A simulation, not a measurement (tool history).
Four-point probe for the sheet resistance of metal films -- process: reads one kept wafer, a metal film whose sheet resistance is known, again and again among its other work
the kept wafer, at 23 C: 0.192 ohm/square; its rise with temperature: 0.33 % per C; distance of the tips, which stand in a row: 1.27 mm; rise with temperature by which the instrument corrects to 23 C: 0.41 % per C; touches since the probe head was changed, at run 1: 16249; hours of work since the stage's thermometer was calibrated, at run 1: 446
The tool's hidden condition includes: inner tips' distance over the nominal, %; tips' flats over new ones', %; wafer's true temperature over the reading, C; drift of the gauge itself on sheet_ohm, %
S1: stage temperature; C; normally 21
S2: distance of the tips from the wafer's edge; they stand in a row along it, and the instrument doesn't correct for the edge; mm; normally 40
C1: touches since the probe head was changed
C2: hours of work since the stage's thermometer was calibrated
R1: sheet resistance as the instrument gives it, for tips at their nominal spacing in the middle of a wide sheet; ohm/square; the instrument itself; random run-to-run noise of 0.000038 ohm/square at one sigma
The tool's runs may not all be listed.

run,hour,S1,S2,C1,C2,R1
1,0,21,40,16249,446,0.192747
2,11.1,21,37,16735,454,0.192664
3,25.9,21,37,17381,464,0.192688
4,32.6,21,37,17678,469,0.192696
5,39.7,21,40,17986,474,0.192654
# hour 41.6: stage's thermometer calibrated
6,55.2,21,40,18644,10,0.192621
7,63.7,21,40,19017,16,0.192701
8,79.4,21,40,19706,27,0.192664
9,86.5,24,4,20014,31,0.201907
# hour 94.6: stage's thermometer calibrated, once more
10,103.4,29,3,20734,6,0.208115
11,119.2,29,3,21426,17,0.20815
12,131,21,37,21940,26,0.192694
13,146.9,20,19,22638,37,0.193152
14,159.5,23,11,23189,46,0.193597
15,175.7,33,8,23898,57,0.193476
16,189.2,33,8,24489,66,0.193409

Hidden condition of the tool, last listed run before each entry between runs versus first listed run after:
From run 5 to run 6: stage's thermometer calibrated (hour 41.6)
  inner tips' distance over the nominal, %: 0.166 -> 0.167; wafer's true temperature over the reading, C: -0.1 -> -0.17
  difference, measured minus the result without the unlogged condition, R1: +0.000279 -> +0.000239 ohm/square
From run 9 to run 10: stage's thermometer calibrated, once more (hour 94.6)
  inner tips' distance over the nominal, %: 0.17 -> 0.172; tips' flats over new ones', %: 8 -> 9; wafer's true temperature over the reading, C: -0.18 -> -0.13
  difference, measured minus the result without the unlogged condition, R1: +0.000252 -> +0.000294 ohm/square
